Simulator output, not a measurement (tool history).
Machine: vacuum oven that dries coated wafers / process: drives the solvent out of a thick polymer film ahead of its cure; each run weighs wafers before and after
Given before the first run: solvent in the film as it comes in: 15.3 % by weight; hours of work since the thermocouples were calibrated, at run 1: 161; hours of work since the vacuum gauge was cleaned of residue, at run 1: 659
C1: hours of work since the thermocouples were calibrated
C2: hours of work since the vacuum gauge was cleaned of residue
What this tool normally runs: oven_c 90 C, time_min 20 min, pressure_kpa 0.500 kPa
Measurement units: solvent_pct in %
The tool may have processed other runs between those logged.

Run 1, hour 0.0: usual settings; C1 161; C2 659. Result: solvent_pct 0.71 %.
Run 2, hour 72.6: usual settings; C1 194; C2 693. Result: solvent_pct 0.72 %.
Run 3, hour 123.0: usual settings; C1 217; C2 716. Result: solvent_pct 0.74 %.
Run 4, hour 172.2: usual settings but time_min 13 min; C1 240; C2 738. Result: solvent_pct 1.60 %.
Run 5, hour 239.4: usual settings but time_min 13 min; C1 270; C2 769. Result: solvent_pct 1.60 %.
Run 6, hour 328.6: usual settings but oven_c 105 C; C1 311; C2 810. Result: solvent_pct 0.21 %.
Run 7, hour 393.1: usual settings but pressure_kpa 0.348 kPa; C1 341; C2 839. Result: solvent_pct 0.65 %.
Run 8, hour 452.7: usual settings but pressure_kpa 0.348 kPa; C1 368; C2 866. Result: solvent_pct 0.66 %.
Run 9, hour 517.9: usual settings; C1 398; C2 896. Result: solvent_pct 0.70 %.
Run 10, hour 567.9: usual settings; C1 421; C2 919. Result: solvent_pct 0.67 %.
Run 11, hour 636.5: usual settings but oven_c 79 C, time_min 21 min, pressure_kpa 0.370 kPa; C1 452; C2 950. Result: solvent_pct 2.68 %.
Run 12, hour 704.3: usual settings but oven_c 79 C, time_min 21 min, pressure_kpa 0.370 kPa; C1 483; C2 981. Result: solvent_pct 2.67 %.
Run 13, hour 763.7: usual settings but oven_c 76 C, time_min 21 min, pressure_kpa 0.370 kPa; C1 510; C2 1008. Result: solvent_pct 3.62 %.
Run 14, hour 853.9: usual settings but oven_c 91 C, pressure_kpa 1.497 kPa; C1 551; C2 1049. Result: solvent_pct 1.12 %.
Run 15, hour 931.1: usual settings but oven_c 91 C, time_min 15 min, pressure_kpa 1.497 kPa; C1 586; C2 1085. Result: solvent_pct 1.50 %.
Run 16, hour 981.0: usual settings but oven_c 91 C, time_min 15 min, pressure_kpa 1.497 kPa; C1 609; C2 1107. Result: solvent_pct 1.48 %.
Run 17, hour 1066.8: usual settings but pressure_kpa 0.585 kPa; C1 648; C2 1147. Result: solvent_pct 0.76 %.
Run 18, hour 1148.8: usual settings but oven_c 99 C, pressure_kpa 0.670 kPa; C1 686; C2 1184. Result: solvent_pct 0.38 %.

5 ways to go on from here, each from the tool as it stands after run 18. What would each give?
Run A, hour 1203.1: usual settings but oven_c 76 C; C1 711; C2 1209. Result: solvent_pct ?.
Run B, hour 1203.1: usual settings but oven_c 87 C; C1 711; C2 1209. Result: solvent_pct ?.
Run C, hour 1203.1: usual settings but oven_c 99 C, time_min 35 min, pressure_kpa 0.670 kPa; C1 711; C2 1209. Result: solvent_pct ?.
Run D, hour 1203.1: usual settings but pressure_kpa 1.614 kPa; C1 711; C2 1209. Result: solvent_pct ?.
Run E, hour 1203.1: usual settings but time_min 10 min, pressure_kpa 0.877 kPa; C1 711; C2 1209. Result: solvent_pct ?.

run  solvent_pct
  A         3.87
  B         1.07
  C         0.39
  D         1.28
  E         2.50
With no hidden state in the tool, these same runs would have given:
run  solvent_pct
  A         3.98
  B         1.04
  C         0.27
  D         1.23
  E         2.63
